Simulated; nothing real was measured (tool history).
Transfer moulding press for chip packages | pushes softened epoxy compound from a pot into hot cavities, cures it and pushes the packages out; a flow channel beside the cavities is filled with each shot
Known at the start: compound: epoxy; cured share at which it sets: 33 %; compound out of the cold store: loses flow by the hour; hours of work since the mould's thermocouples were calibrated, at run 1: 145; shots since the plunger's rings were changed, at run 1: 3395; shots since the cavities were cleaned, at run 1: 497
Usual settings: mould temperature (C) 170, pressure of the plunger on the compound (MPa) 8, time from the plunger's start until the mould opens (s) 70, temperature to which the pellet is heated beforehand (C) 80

| run | hour | mould temperature (C) | pressure of the plunger on the compound (MPa) | time from the plunger's start until the mould opens (s) | temperature to which the pellet is heated beforehand (C) | hours of work since the mould's thermocouples were calibrated | shots since the plunger's rings were changed | shots since the cavities were cleaned | incoming compound's hours out of the cold store | length that the compound runs in the flow channel (mm) | greatest force on the pins that push the packages out (N) |
|---|---|---|---|---|---|---|---|---|---|---|---|
| 1 | 0 | 170 | 8 | 70 | 80 | 145 | 3395 | 497 | 33.7 | 624 | 792 |
| 2 | 10.9 | 170 | 8 | 103 | 80 | 151 | 3540 | 642 | 12.7 | 682 | 522 |
| 3 | 21.2 | 170 | 8 | 103 | 80 | 157 | 3677 | 779 | 27.4 | 638 | 557 |
| 4 | 29.5 | 170 | 8 | 70 | 80 | 161 | 3787 | 889 | 39.7 | 602 | 912 |
| 5 | 37.4 | 170 | 8 | 70 | 80 | 166 | 3892 | 994 | 34.3 | 611 | 943 |
|  | 39.8 | cavities cleaned with cleaning compound and waxed |
| 6 | 47.4 | 170 | 8 | 70 | 80 | 170 | 4005 | 101 | 28.3 | 625 | 571 |
| 7 | 55.5 | 170 | 8 | 70 | 80 | 175 | 4113 | 209 | 8.5 | 685 | 677 |
| 8 | 63.4 | 170 | 9.24 | 70 | 80 | 179 | 4218 | 314 | 37.2 | 650 | 679 |
|  | 68.5 | plunger's sealing rings changed |
| 9 | 72.1 | 170 | 8 | 70 | 80 | 182 | 48 | 397 | 8.5 | 747 | 805 |
| 10 | 82.8 | 170 | 8 | 73 | 80 | 188 | 190 | 539 | 9.1 | 746 | 792 |
| 11 | 92.8 | 170 | 8 | 73 | 80 | 194 | 323 | 672 | 28 | 683 | 781 |
| 12 | 102.9 | 170 | 8 | 73 | 80 | 199 | 457 | 806 | 24.3 | 691 | 859 |
| 13 | 107.7 | 170 | 8 | 70 | 80 | 202 | 520 | 869 | 24.1 | 693 | 968 |
|  | 119.1 | cavities cleaned with cleaning compound and waxed |
| 14 | 120.5 | 170 | 8 | 70 | 80 | 208 | 671 | 18 | 22.3 | 691 | 553 |
| 15 | 127 | 170 | 9.35 | 70 | 80 | 211 | 758 | 105 | 12.1 | 779 | 621 |
| 16 | 136.4 | 165 | 9.35 | 70 | 80 | 216 | 883 | 230 | 28.4 | 744 | 1041 |
| 17 | 143.9 | 165 | 9.35 | 70 | 80 | 221 | 983 | 330 | 18.6 | 780 | 1123 |
| 18 | 149.2 | 175 | 6.02 | 70 | 82 | 223 | 1053 | 400 | 15.5 | 604 | 571 |
| 19 | 158.9 | 176 | 6.85 | 70 | 82 | 229 | 1181 | 528 | 46.9 | 554 | 533 |
| 20 | 164.7 | 166 | 8 | 55 | 86 | 232 | 1259 | 606 | 9 | 748 | 2025 |
| 21 | 173.3 | 166 | 8 | 55 | 86 | 236 | 1373 | 720 | 28.5 | 680 | 2018 |
| 22 | 178.5 | 163 | 8.71 | 86 | 83 | 239 | 1443 | 790 | 42.5 | 668 | 924 |
| 23 | 189.6 | 171 | 7.12 | 86 | 81 | 245 | 1591 | 938 | 10 | 674 | 645 |
|  | 196.3 | cavities cleaned with cleaning compound and waxed |
| 24 | 197.9 | 171 | 7.12 | 86 | 81 | 249 | 1680 | 21 | 27.4 | 620 | 327 |

Run 25 comes next. What will it give?
| 25 | 205.7 | 170 | 8 | 94 | 74 | 253 | 1784 | 125 | 43.1 | ? | ? |

length that the compound runs in the flow channel (mm): 622
greatest force on the pins that push the packages out (N): 382
Without the tool's hidden state the same run would have given length that the compound runs in the flow channel (mm) 645, greatest force on the pins that push the packages out (N) 316.

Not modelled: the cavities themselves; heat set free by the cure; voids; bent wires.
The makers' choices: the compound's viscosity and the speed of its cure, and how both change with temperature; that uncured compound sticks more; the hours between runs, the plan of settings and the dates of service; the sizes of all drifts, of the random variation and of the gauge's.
